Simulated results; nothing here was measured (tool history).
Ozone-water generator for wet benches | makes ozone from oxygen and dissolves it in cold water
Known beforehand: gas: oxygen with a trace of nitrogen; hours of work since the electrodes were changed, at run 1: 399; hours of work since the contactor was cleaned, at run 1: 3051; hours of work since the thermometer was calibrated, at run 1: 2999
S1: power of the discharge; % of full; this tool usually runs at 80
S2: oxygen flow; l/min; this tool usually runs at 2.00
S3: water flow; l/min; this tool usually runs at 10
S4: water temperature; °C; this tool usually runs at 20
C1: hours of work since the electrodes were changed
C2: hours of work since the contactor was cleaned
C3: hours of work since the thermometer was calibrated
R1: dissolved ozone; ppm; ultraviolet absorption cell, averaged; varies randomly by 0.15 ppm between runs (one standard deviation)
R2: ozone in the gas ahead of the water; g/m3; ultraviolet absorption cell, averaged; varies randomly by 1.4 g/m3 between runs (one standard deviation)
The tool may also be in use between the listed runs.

run,hour,S1,S2,S3,S4,C1,C2,C3,R1,R2
1,0.0,80,2.00,10,20,399,3051,2999,18.0,258.5
2,90.5,80,2.00,10,20,472,3124,3072,17.7,258.3
3,258.8,80,2.00,10,20,607,3259,3207,17.9,258.6
4,392.4,66,2.00,10,20,714,3366,3315,15.0,220.2
5,475.1,66,2.00,10,20,781,3433,3381,15.4,220.2
6,576.8,66,2.00,10,20,862,3515,3463,15.3,218.7
7,707.6,66,2.00,10,20,968,3620,3568,15.4,219.8
# hour 728.1: contactor cleaned
8,860.1,66,2.00,10,20,1087,106,3688,15.1,219.4
9,934.2,66,2.00,10,20,1147,166,3747,15.2,219.1
# hour 943.2: water thermometer calibrated
10,1077.1,53,2.00,10,20,1261,280,108,12.4,182.0
11,1211.6,53,2.00,10,20,1369,388,216,12.8,182.1
12,1310.5,53,2.00,10,20,1449,468,295,12.3,183.7
13,1464.7,73,1.53,9,22,1573,592,419,18.0,292.5
14,1623.1,73,1.53,9,22,1700,719,546,18.2,293.4
15,1735.5,91,1.53,9,17,1790,809,637,23.5,349.2
16,1836.2,91,1.53,9,17,1871,890,718,23.2,351.2
17,2012.9,91,1.53,9,17,2013,1032,860,23.4,350.6
18,2174.7,80,1.13,10,20,2143,1162,990,17.9,387.6
19,2282.6,56,2.00,15,20,2230,1249,1077,9.0,192.2
20,2415.6,56,2.00,15,20,2337,1356,1183,8.9,193.8
21,2576.6,51,3.20,10,20,2466,1485,1313,11.5,129.3
22,2685.6,81,1.92,8,13,2554,1573,1401,24.2,272.5
23,2761.1,90,2.00,10,17,2615,1634,1461,20.3,288.3
24,2921.2,56,1.50,9,17,2743,1762,1590,15.1,233.5

Below are 3 alternative next runs, each starting from the tool's condition after run 24. Predict each:
A,3055.5,80,1.95,10,20,2851,1870,1698,?,?
B,3055.5,96,1.33,9,17,2851,1870,1698,?,?
C,3055.5,56,1.64,9,17,2851,1870,1698,?,?

run,R1,R2
A,17.9,265.1
B,24.2,406.5
C,15.3,219.1
Take away the tool's hidden state, keep each run's random variation, and the runs would have read:
run,R1,R2
A,17.9,261.3
B,24.3,400.8
C,15.3,215.8
